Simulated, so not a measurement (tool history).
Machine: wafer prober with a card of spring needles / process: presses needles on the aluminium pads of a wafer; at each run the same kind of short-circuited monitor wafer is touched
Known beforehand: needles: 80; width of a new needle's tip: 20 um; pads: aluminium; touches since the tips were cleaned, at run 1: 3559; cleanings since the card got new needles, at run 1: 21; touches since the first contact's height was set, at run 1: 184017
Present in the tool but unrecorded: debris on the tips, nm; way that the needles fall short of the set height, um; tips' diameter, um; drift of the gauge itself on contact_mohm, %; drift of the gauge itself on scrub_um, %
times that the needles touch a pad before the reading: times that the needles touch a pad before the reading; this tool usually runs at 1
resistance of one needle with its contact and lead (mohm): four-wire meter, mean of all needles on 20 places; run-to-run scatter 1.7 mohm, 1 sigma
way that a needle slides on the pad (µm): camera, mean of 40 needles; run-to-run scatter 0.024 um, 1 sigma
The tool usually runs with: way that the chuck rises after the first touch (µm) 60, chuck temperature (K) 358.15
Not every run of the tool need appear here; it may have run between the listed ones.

run,hour,way that the chuck rises after the first touch (µm),chuck temperature (K),times that the needles touch a pad before the reading,touches since the tips were cleaned,cleanings since the card got new needles,touches since the first contact's height was set,resistance of one needle with its contact and lead (mohm),way that a needle slides on the pad (µm)
1,0.0,60,358.15,1,3559,21,184017,247,9.37
# hour 11.2: tips cleaned on abrasive film
2,12.3,58,358.15,1,416,22,188469,199,9.04
3,26.5,58,358.15,1,5585,22,193638,267,9.06
# hour 32.2: tips cleaned on abrasive film
4,37.7,60,358.15,1,1997,23,197646,219,9.39
# hour 48.6: height of the first contact set anew
5,49.1,60,358.15,1,6044,23,163,254,9.70
# hour 53.8: tips cleaned on abrasive film
6,61.5,60,358.15,1,2793,24,4642,223,9.69
# hour 74.9: tips cleaned on abrasive film
7,77.7,60,358.15,1,1028,25,10506,201,9.65
8,93.7,60,358.15,1,6851,25,16329,258,9.67
# hour 96.3: tips cleaned on abrasive film
9,106.7,44,358.15,1,3801,26,21010,300,7.09
# hour 117.6: tips cleaned on abrasive film
10,117.9,44,358.15,1,125,27,25050,204,7.07
11,132.7,60,304.15,2,5505,27,30430,218,9.65
# hour 139.2: tips cleaned on abrasive film
12,143.4,60,304.15,2,1541,28,34280,189,9.60
13,156.9,43,370.15,1,6468,28,39207,343,6.90
# hour 160.0: tips cleaned on abrasive film
14,167.7,72,358.15,1,2796,29,43095,215,11.52
# hour 181.5: tips cleaned on abrasive film
15,184.0,60,305.15,1,896,30,48963,193,9.55
16,199.8,63,317.15,2,6662,30,54729,219,10.06
# hour 202.0: tips cleaned on abrasive film
17,211.2,77,389.15,1,3323,31,58826,217,12.35
# hour 222.7: tips cleaned on abrasive film
18,229.2,48,358.15,2,2392,32,65363,219,7.64
19,237.3,69,343.15,1,5335,32,68306,232,10.96

Forecast each of these 5 alternatives for the next run:
# hour 243.3: tips cleaned on abrasive film
A,246.7,60,323.15,1,1217,33,71661,?,?
# hour 243.3: tips cleaned on abrasive film
B,246.7,68,345.15,1,1217,33,71661,?,?
# hour 243.3: tips cleaned on abrasive film
C,246.7,61,333.15,1,1217,33,71661,?,?
# hour 243.3: tips cleaned on abrasive film
D,246.7,69,369.15,2,1217,33,71661,?,?
# hour 243.3: tips cleaned on abrasive film
E,246.7,75,343.15,2,1217,33,71661,?,?

run,resistance of one needle with its contact and lead (mohm),way that a needle slides on the pad (µm)
A,205,9.54
B,197,10.81
C,203,9.69
D,190,11.00
E,185,11.92
Take away the tool's hidden state, keep each run's random variation, and the runs would have read:
run,resistance of one needle with its contact and lead (mohm),way that a needle slides on the pad (µm)
A,168,9.70
B,169,10.98
C,168,9.86
D,174,11.17
E,170,12.08

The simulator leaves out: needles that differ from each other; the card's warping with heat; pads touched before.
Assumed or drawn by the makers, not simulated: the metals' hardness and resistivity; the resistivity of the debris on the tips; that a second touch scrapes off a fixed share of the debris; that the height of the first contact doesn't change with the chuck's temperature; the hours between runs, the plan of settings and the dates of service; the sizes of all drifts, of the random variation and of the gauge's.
